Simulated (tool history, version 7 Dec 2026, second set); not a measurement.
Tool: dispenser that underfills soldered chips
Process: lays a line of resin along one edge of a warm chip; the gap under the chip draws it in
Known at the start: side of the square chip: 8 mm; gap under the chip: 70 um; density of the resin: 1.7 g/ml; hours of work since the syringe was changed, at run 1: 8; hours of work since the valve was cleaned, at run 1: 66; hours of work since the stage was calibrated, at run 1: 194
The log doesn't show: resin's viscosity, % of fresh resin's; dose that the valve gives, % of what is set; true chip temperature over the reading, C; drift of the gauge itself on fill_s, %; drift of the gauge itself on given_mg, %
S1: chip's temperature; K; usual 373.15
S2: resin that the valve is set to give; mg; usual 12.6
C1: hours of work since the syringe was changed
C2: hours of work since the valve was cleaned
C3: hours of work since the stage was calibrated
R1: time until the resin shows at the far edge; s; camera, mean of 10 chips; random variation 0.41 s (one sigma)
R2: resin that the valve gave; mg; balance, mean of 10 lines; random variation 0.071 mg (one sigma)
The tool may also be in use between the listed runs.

Run 1, hour 0.0: usual settings; C1 8; C2 66; C3 194. Result: R1 47.1 s, R2 11.99 mg.
At hour 6.5: new syringe of resin.
Run 2, hour 6.9: usual settings but S2 14.8 mg; C1 0; C2 71; C3 198. Result: R1 26.6 s, R2 14.17 mg.
Run 3, hour 17.5: usual settings but S2 14.8 mg; C1 7; C2 78; C3 205. Result: R1 44.5 s, R2 13.94 mg.
At hour 24.8: new syringe of resin.
Run 4, hour 25.4: usual settings but S2 14.8 mg; C1 0; C2 83; C3 210. Result: R1 27.4 s, R2 13.81 mg.
Run 5, hour 35.4: usual settings but S2 14.8 mg; C1 7; C2 89; C3 216. Result: R1 45.1 s, R2 13.85 mg.
At hour 37.4: dispensing valve cleaned and set on the balance.
At hour 43.5: new syringe of resin.
Run 6, hour 45.0: usual settings; C1 1; C2 5; C3 222. Result: R1 29.0 s, R2 12.50 mg.
Run 7, hour 54.2: usual settings but S1 364.15 K; C1 7; C2 11; C3 228. Result: R1 64.2 s, R2 12.67 mg.
At hour 61.4: new syringe of resin.
Run 8, hour 62.9: usual settings but S2 13.1 mg; C1 1; C2 16; C3 233. Result: R1 29.0 s, R2 12.91 mg.
Run 9, hour 67.2: usual settings but S2 13.1 mg; C1 4; C2 19; C3 236. Result: R1 35.3 s, R2 12.91 mg.
Run 10, hour 74.1: usual settings but S1 364.15 K, S2 15.0 mg; C1 8; C2 24; C3 241. Result: R1 69.5 s, R2 14.74 mg.
At hour 79.4: new syringe of resin.
Run 11, hour 84.6: usual settings but S1 364.15 K, S2 15.0 mg; C1 3; C2 30; C3 247. Result: R1 47.6 s, R2 14.85 mg.
Run 12, hour 95.1: usual settings but S1 358.15 K, S2 13.4 mg; C1 10; C2 37; C3 254. Result: R1 99.6 s, R2 13.02 mg.
At hour 97.4: new syringe of resin.
Run 13, hour 100.2: usual settings but S1 363.15 K, S2 12.7 mg; C1 2; C2 40; C3 257. Result: R1 45.2 s, R2 12.42 mg.
Run 14, hour 106.2: usual settings but S1 363.15 K, S2 12.7 mg; C1 6; C2 44; C3 261. Result: R1 58.3 s, R2 12.15 mg.

4 ways to go on from here, each from the tool as it stands after run 14. What would each give?
Run A, hour 114.1: usual settings but S1 369.15 K, S2 14.4 mg; C1 11; C2 49; C3 266. Result: R1 ?, R2 ?.
Run B, hour 114.1: usual settings but S1 385.15 K, S2 12.7 mg; C1 11; C2 49; C3 266. Result: R1 ?, R2 ?.
Run C, hour 114.1: usual settings but S1 382.15 K, S2 12.7 mg; C1 11; C2 49; C3 266. Result: R1 ?, R2 ?.
Run D, hour 114.1: usual settings but S1 386.15 K, S2 14.5 mg; C1 11; C2 49; C3 266. Result: R1 ?, R2 ?.

run    R1     R2
  A  69.0  13.97
  B  39.0  12.25
  C  42.9  12.17
  D  37.5  13.98
Without the tool's hidden state the same runs would have given:
run    R1     R2
  A  32.3  14.44
  B  18.3  12.66
  C  19.8  12.58
  D  17.5  14.44
